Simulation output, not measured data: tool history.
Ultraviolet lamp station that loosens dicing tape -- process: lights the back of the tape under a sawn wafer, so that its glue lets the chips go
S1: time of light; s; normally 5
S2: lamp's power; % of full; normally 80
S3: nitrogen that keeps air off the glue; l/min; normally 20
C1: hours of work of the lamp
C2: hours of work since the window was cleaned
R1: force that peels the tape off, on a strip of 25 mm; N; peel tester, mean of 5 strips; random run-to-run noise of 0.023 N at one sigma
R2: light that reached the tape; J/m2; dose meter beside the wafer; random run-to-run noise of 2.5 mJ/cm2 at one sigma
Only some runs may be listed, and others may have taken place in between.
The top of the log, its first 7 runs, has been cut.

run 8 hour=74.5 | S1=5 S2=80 S3=10 | C1=86 C2=115 | R1=1.949 R2=2670
run 9 hour=85.9 | S1=5 S2=80 S3=10 | C1=94 C2=122 | R1=2.001 R2=2650
run 10 hour=94.9 | S1=5 S2=80 S3=10 | C1=100 C2=128 | R1=1.967 R2=2630
run 11 hour=106.8 | S1=5 S2=80 S3=10 | C1=108 C2=136 | R1=1.893 R2=2650
run 12 hour=124.1 | S1=5 S2=80 S3=20 | C1=119 C2=148 | R1=1.289 R2=2590
run 13 hour=136.3 | S1=5 S2=80 S3=20 | C1=128 C2=156 | R1=1.312 R2=2640
run 14 hour=150.9 | S1=5 S2=80 S3=20 | C1=137 C2=166 | R1=1.342 R2=2600
run 15 hour=161.6 | S1=5 S2=80 S3=20 | C1=144 C2=173 | R1=1.326 R2=2550
run 16 hour=168.9 | S1=7 S2=80 S3=20 | C1=149 C2=178 | R1=0.713 R2=3530
run 17 hour=176.3 | S1=7 S2=80 S3=20 | C1=154 C2=183 | R1=0.712 R2=3560
run 18 hour=186.4 | S1=7 S2=80 S3=20 | C1=161 C2=189 | R1=0.723 R2=3510
run 19 hour=197.1 | S1=7 S2=80 S3=20 | C1=168 C2=196 | R1=0.72 R2=3500
run 20 hour=206.1 | S1=5 S2=80 S3=20 | C1=174 C2=202 | R1=1.348 R2=2510
run 21 hour=215.4 | S1=3 S2=80 S3=14 | C1=180 C2=209 | R1=3.146 R2=1470
run 22 hour=223.2 | S1=5 S2=61 S3=8 | C1=186 C2=214 | R1=3.115 R2=1910
run 23 hour=234.5 | S1=3 S2=97 S3=8 | C1=193 C2=221 | R1=3.36 R2=1810
run 24 hour=249.1 | S1=6 S2=97 S3=7 | C1=203 C2=231 | R1=1.488 R2=3600
run 25 hour=266.9 | S1=6 S2=97 S3=7 | C1=215 C2=243 | R1=1.519 R2=3570
run 26 hour=278.6 | S1=3 S2=94 S3=36 | C1=222 C2=251 | R1=1.788 R2=1730
run 27 hour=289 | S1=5 S2=80 S3=9 | C1=229 C2=258 | R1=2.261 R2=2400
run 28 hour=305.6 | S1=5 S2=80 S3=9 | C1=240 C2=269 | R1=2.327 R2=2450
run 29 hour=321.5 | S1=5 S2=67 S3=12 | C1=251 C2=279 | R1=2.492 R2=1990
run 30 hour=330.7 | S1=5 S2=70 S3=29 | C1=257 C2=285 | R1=1.466 R2=2090
run 31 hour=338.1 | S1=5 S2=70 S3=29 | C1=262 C2=290 | R1=1.459 R2=2120

Each row is a separate what-if for the run after 31, all from the same tool condition, not one after another. Results?
run A hour=349.1 | S1=7 S2=70 S3=27 | C1=269 C2=298 | R1=? R2=?
run B hour=349.1 | S1=9 S2=80 S3=13 | C1=269 C2=298 | R1=? R2=?
run C hour=349.1 | S1=5 S2=87 S3=29 | C1=269 C2=298 | R1=? R2=?
run D hour=349.1 | S1=2 S2=70 S3=20 | C1=269 C2=298 | R1=? R2=?
run E hour=349.1 | S1=5 S2=64 S3=20 | C1=269 C2=298 | R1=? R2=?

run=A R1=0.901 R2=2880
run=B R1=0.714 R2=4250
run=C R1=1.047 R2=2520
run=D R1=4.494 R2=810
run=E R1=2.083 R2=1890
Stripped of hidden state, with their random variation kept, the same runs would have yielded:
run=A R1=0.634 R2=3460
run=B R1=0.503 R2=5090
run=C R1=0.742 R2=3030
run=D R1=3.975 R2=980
run=E R1=1.606 R2=2270

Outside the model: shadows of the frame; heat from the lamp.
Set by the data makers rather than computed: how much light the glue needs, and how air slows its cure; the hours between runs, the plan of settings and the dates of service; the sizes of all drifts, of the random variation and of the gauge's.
